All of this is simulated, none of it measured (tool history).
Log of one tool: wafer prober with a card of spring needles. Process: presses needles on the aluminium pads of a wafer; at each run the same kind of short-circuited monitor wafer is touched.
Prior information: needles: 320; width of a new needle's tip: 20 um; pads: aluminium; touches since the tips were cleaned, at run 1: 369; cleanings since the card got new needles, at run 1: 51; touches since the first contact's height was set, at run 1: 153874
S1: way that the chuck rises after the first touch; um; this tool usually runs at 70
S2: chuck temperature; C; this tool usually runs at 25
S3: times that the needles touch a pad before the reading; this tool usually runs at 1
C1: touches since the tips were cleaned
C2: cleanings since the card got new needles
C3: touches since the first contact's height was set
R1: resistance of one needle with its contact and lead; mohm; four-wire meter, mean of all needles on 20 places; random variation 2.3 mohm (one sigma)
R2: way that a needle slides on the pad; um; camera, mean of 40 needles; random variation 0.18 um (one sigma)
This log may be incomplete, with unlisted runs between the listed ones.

run	hour	S1	S2	S3	C1	C2	C3	R1	R2
1	0	70	25	1	369	51	153874	260	18.77
# hour 8.2: tips cleaned on abrasive film
# hour 18.4: tips cleaned on abrasive film
2	23.3	71	25	1	1419	53	160608	258	19
# hour 27.7: tips cleaned on abrasive film
# hour 38.1: tips cleaned on abrasive film
# hour 47.3: tips cleaned on abrasive film
3	47.3	70	25	1	0	56	167526	256	18.65
# hour 57.4: tips cleaned on abrasive film
4	64	70	25	1	1935	57	172350	259	18.73
# hour 67.8: tips cleaned on abrasive film
# hour 78: tips cleaned on abrasive film
5	85.3	70	25	1	2141	59	178505	260	19.23
# hour 87.6: tips cleaned on abrasive film
# hour 96.9: tips cleaned on abrasive film
# hour 107.5: tips cleaned on abrasive film
6	111.8	70	25	1	1239	62	186133	260	18.82
# hour 117.7: tips cleaned on abrasive film
# hour 127.5: tips cleaned on abrasive film
# hour 137.7: tips cleaned on abrasive film
7	139.6	70	25	1	554	65	194155	257	19.09
# hour 148.2: tips cleaned on abrasive film
# hour 158.1: tips cleaned on abrasive film
# hour 163.9: height of the first contact set anew
# hour 167.4: tips cleaned on abrasive film
8	167.4	70	25	1	0	68	990	258	18.71
# hour 178.2: tips cleaned on abrasive film
# hour 187.9: tips cleaned on abrasive film
# hour 197.8: tips cleaned on abrasive film
9	200.9	70	25	1	894	71	10663	258	18.97
# hour 207.4: tips cleaned on abrasive film
# hour 218.3: tips cleaned on abrasive film
# hour 228.3: tips cleaned on abrasive film
10	234.5	70	25	1	1790	74	20359	259	18.85
# hour 238.9: tips cleaned on abrasive film
# hour 249.2: tips cleaned on abrasive film
# hour 259.5: tips cleaned on abrasive film
11	261.7	70	25	1	650	77	28221	256	18.56
# hour 269.7: tips cleaned on abrasive film
# hour 279.3: tips cleaned on abrasive film
# hour 289.2: tips cleaned on abrasive film
12	289.2	70	25	1	0	80	36133	260	19.07
# hour 298.8: tips cleaned on abrasive film
# hour 308.6: tips cleaned on abrasive film
# hour 318.4: tips cleaned on abrasive film
13	318.4	70	25	1	0	83	44567	258	18.87
# hour 327.9: tips cleaned on abrasive film
# hour 338.6: tips cleaned on abrasive film
# hour 349.2: tips cleaned on abrasive film
14	349.6	76	30	2	110	86	53556	262	20.62
# hour 359.2: tips cleaned on abrasive film
# hour 368.9: tips cleaned on abrasive film
15	376.6	83	25	1	2258	88	61378	257	22.13
# hour 378.5: tips cleaned on abrasive film
# hour 389: tips cleaned on abrasive film
# hour 398.6: tips cleaned on abrasive film
16	406.8	83	25	1	2406	91	70088	255	22.42
# hour 408.4: tips cleaned on abrasive film
# hour 418.3: tips cleaned on abrasive film
# hour 427.9: tips cleaned on abrasive film
# hour 436.9: tips cleaned on abrasive film
17	436.9	70	117	2	0	95	78750	284	18.86
# hour 445.7: tips cleaned on abrasive film
18	451.3	52	89	2	1638	96	82920	284	14.16
# hour 455: tips cleaned on abrasive film
# hour 464.7: tips cleaned on abrasive film
# hour 473.4: tips cleaned on abrasive film
19	480	52	89	2	1921	99	91189	284	14.15
# hour 482.3: tips cleaned on abrasive film
# hour 491.9: tips cleaned on abrasive film
# hour 501.6: tips cleaned on abrasive film
20	509.6	70	40	1	2325	102	99711	263	18.86
# hour 511.2: tips cleaned on abrasive film
# hour 521.7: tips cleaned on abrasive film
# hour 531.7: tips cleaned on abrasive film
21	532.6	52	25	1	258	105	106327	260	14.1
# hour 541: tips cleaned on abrasive film
# hour 551.9: tips cleaned on abrasive film
# hour 561.7: tips cleaned on abrasive film
22	565.7	56	66	1	1191	108	115904	272	15.11
# hour 571.4: tips cleaned on abrasive film
# hour 581.8: tips cleaned on abrasive film
23	588.2	56	66	1	1885	110	122402	280	15.04
# hour 590.5: tips cleaned on abrasive film
# hour 601.1: tips cleaned on abrasive film
24	607.5	56	66	1	1868	112	127954	277	15.12
# hour 611.5: tips cleaned on abrasive film
# hour 622.4: tips cleaned on abrasive film
# hour 632.1: tips cleaned on abrasive film
25	635.4	60	25	2	953	115	135990	256	16.19

What differs in the tool's unlogged condition from the final listed run ahead of each entry between runs to the first listed run following it?
After run 1, before run 2: tips cleaned on abrasive film (hour 8.2); tips cleaned on abrasive film (hour 18.4)
  debris on the tips, nm: 0.8 -> 1.9; way that the needles fall short of the set height, um: 0.21 -> 0.22; tips' diameter, um: 20.07 -> 20.08
After run 2, before run 3: tips cleaned on abrasive film (hour 27.7); tips cleaned on abrasive film (hour 38.1); tips cleaned on abrasive film (hour 47.3)
  debris on the tips, nm: 1.9 -> 0.2; way that the needles fall short of the set height, um: 0.22 -> 0.23
After run 3, before run 4: tips cleaned on abrasive film (hour 57.4)
  debris on the tips, nm: 0.2 -> 2.4; way that the needles fall short of the set height, um: 0.23 -> 0.24
After run 4, before run 5: tips cleaned on abrasive film (hour 67.8); tips cleaned on abrasive film (hour 78)
  debris on the tips, nm: 2.4 -> 2.5; way that the needles fall short of the set height, um: 0.24 -> 0.25; tips' diameter, um: 20.08 -> 20.09
After run 5, before run 6: tips cleaned on abrasive film (hour 87.6); tips cleaned on abrasive film (hour 96.9); tips cleaned on abrasive film (hour 107.5)
  debris on the tips, nm: 2.5 -> 1.8; way that the needles fall short of the set height, um: 0.25 -> 0.26
After run 6, before run 7: tips cleaned on abrasive film (hour 117.7); tips cleaned on abrasive film (hour 127.5); tips cleaned on abrasive film (hour 137.7)
  debris on the tips, nm: 1.8 -> 1; way that the needles fall short of the set height, um: 0.26 -> 0.27; tips' diameter, um: 20.09 -> 20.1
After run 7, before run 8: tips cleaned on abrasive film (hour 148.2); tips cleaned on abrasive film (hour 158.1); height of the first contact set anew (hour 163.9); tips cleaned on abrasive film (hour 167.4)
  debris on the tips, nm: 1 -> 0.3; way that the needles fall short of the set height, um: 0.27 -> 0
After run 8, before run 9: tips cleaned on abrasive film (hour 178.2); tips cleaned on abrasive film (hour 187.9); tips cleaned on abrasive film (hour 197.8)
  debris on the tips, nm: 0.3 -> 1.3; way that the needles fall short of the set height, um: 0 -> 0.02
After run 9, before run 10: tips cleaned on abrasive film (hour 207.4); tips cleaned on abrasive film (hour 218.3); tips cleaned on abrasive film (hour 228.3)
  debris on the tips, nm: 1.3 -> 2.3; way that the needles fall short of the set height, um: 0.02 -> 0.03; tips' diameter, um: 20.1 -> 20.11
After run 10, before run 11: tips cleaned on abrasive film (hour 238.9); tips cleaned on abrasive film (hour 249.2); tips cleaned on abrasive film (hour 259.5)
  debris on the tips, nm: 2.3 -> 1; way that the needles fall short of the set height, um: 0.03 -> 0.04
After run 11, before run 12: tips cleaned on abrasive film (hour 269.7); tips cleaned on abrasive film (hour 279.3); tips cleaned on abrasive film (hour 289.2)
  debris on the tips, nm: 1 -> 0.4; way that the needles fall short of the set height, um: 0.04 -> 0.06; tips' diameter, um: 20.11 -> 20.12
After run 12, before run 13: tips cleaned on abrasive film (hour 298.8); tips cleaned on abrasive film (hour 308.6); tips cleaned on abrasive film (hour 318.4)
  debris on the tips, nm: 0.4 -> 0.2; way that the needles fall short of the set height, um: 0.06 -> 0.07
After run 13, before run 14: tips cleaned on abrasive film (hour 327.9); tips cleaned on abrasive film (hour 338.6); tips cleaned on abrasive film (hour 349.2)
  debris on the tips, nm: 0.2 -> 0.5; way that the needles fall short of the set height, um: 0.07 -> 0.08; tips' diameter, um: 20.12 -> 20.13
After run 14, before run 15: tips cleaned on abrasive film (hour 359.2); tips cleaned on abrasive film (hour 368.9)
  debris on the tips, nm: 0.5 -> 2.7; way that the needles fall short of the set height, um: 0.08 -> 0.09
After run 15, before run 16: tips cleaned on abrasive film (hour 378.5); tips cleaned on abrasive film (hour 389); tips cleaned on abrasive film (hour 398.6)
  debris on the tips, nm: 2.7 -> 2.8; way that the needles fall short of the set height, um: 0.09 -> 0.1
After run 16, before run 17: tips cleaned on abrasive film (hour 408.4); tips cleaned on abrasive film (hour 418.3); tips cleaned on abrasive film (hour 427.9); tips cleaned on abrasive film (hour 436.9)
  debris on the tips, nm: 2.8 -> 0.1; way that the needles fall short of the set height, um: 0.1 -> 0.12; tips' diameter, um: 20.13 -> 20.14
After run 17, before run 18: tips cleaned on abrasive film (hour 445.7)
  debris on the tips, nm: 0.1 -> 2.2
After run 18, before run 19: tips cleaned on abrasive film (hour 455); tips cleaned on abrasive film (hour 464.7); tips cleaned on abrasive film (hour 473.4)
  debris on the tips, nm: 2.2 -> 2.5; way that the needles fall short of the set height, um: 0.12 -> 0.13
After run 19, before run 20: tips cleaned on abrasive film (hour 482.3); tips cleaned on abrasive film (hour 491.9); tips cleaned on abrasive film (hour 501.6)
  debris on the tips, nm: 2.5 -> 2.9; way that the needles fall short of the set height, um: 0.13 -> 0.14; tips' diameter, um: 20.14 -> 20.15
After run 20, before run 21: tips cleaned on abrasive film (hour 511.2); tips cleaned on abrasive film (hour 521.7); tips cleaned on abrasive film (hour 531.7)
  debris on the tips, nm: 2.9 -> 0.6; way that the needles fall short of the set height, um: 0.14 -> 0.16
After run 21, before run 22: tips cleaned on abrasive film (hour 541); tips cleaned on abrasive film (hour 551.9); tips cleaned on abrasive film (hour 561.7)
  debris on the tips, nm: 0.6 -> 1.6; way that the needles fall short of the set height, um: 0.16 -> 0.17; tips' diameter, um: 20.15 -> 20.16
After run 22, before run 23: tips cleaned on abrasive film (hour 571.4); tips cleaned on abrasive film (hour 581.8)
  debris on the tips, nm: 1.6 -> 2.5; way that the needles fall short of the set height, um: 0.17 -> 0.18
After run 23, before run 24: tips cleaned on abrasive film (hour 590.5); tips cleaned on abrasive film (hour 601.1)
  way that the needles fall short of the set height, um: 0.18 -> 0.19
After run 24, before run 25: tips cleaned on abrasive film (hour 611.5); tips cleaned on abrasive film (hour 622.4); tips cleaned on abrasive film (hour 632.1)
  debris on the tips, nm: 2.5 -> 1.6; way that the needles fall short of the set height, um: 0.19 -> 0.2; tips' diameter, um: 20.16 -> 20.17

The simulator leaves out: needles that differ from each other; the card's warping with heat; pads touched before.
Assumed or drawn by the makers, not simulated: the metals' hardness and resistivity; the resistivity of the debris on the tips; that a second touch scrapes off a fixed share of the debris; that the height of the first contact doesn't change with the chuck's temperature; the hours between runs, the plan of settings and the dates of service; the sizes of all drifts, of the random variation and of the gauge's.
